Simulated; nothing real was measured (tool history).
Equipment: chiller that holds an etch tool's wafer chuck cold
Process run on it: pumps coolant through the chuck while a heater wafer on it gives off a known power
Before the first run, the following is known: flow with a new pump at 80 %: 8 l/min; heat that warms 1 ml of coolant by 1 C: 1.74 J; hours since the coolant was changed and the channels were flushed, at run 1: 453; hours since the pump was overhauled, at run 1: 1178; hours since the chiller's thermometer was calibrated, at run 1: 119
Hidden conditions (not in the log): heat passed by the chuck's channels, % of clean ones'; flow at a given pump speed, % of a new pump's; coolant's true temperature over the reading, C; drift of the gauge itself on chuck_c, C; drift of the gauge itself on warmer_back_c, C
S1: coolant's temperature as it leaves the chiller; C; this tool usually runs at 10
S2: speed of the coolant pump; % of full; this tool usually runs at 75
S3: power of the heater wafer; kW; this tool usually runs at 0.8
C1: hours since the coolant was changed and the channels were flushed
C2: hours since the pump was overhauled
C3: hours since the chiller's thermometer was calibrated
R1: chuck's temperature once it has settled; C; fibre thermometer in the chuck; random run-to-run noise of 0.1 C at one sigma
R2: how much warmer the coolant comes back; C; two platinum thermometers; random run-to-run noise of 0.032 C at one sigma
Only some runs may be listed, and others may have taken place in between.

run,hour,S1,S2,S3,C1,C2,C3,R1,R2
1,0,10,75,0.8,453,1178,119,18.2,3.77
2,52.2,10,75,0.8,505,1230,171,18.4,3.73
3,91.9,10,75,0.8,544,1270,211,18.5,3.78
4,152.4,10,80,0.8,605,1330,271,18,3.49
5,201.1,10,80,0.8,654,1379,320,18,3.54
6,242.9,9,72,0.696,695,1421,362,16.6,3.36
7,276.2,9,72,0.696,729,1454,395,16.4,3.36
8,342.7,9,72,0.696,795,1520,462,16.7,3.43
9,405.6,19,72,0.684,858,1583,525,26.5,3.39
10,451.4,20,72,0.684,904,1629,570,27.5,3.34

Below are 4 alternative next runs, each starting from the tool's condition after run 10. Predict each:
A,519.1,6,75,0.748,972,1697,638,?,?
B,519.1,9,72,0.687,972,1697,638,?,?
C,519.1,13,72,0.684,972,1697,638,?,?
D,519.1,6,69,1.195,972,1697,638,?,?

run,R1,R2
A,13.8,3.45
B,16.5,3.31
C,20.5,3.4
D,19.7,6.12
Take away the tool's hidden state, keep each run's random variation, and the runs would have read:
run,R1,R2
A,13.5,3.37
B,16.2,3.22
C,20.2,3.31
D,19.2,5.97
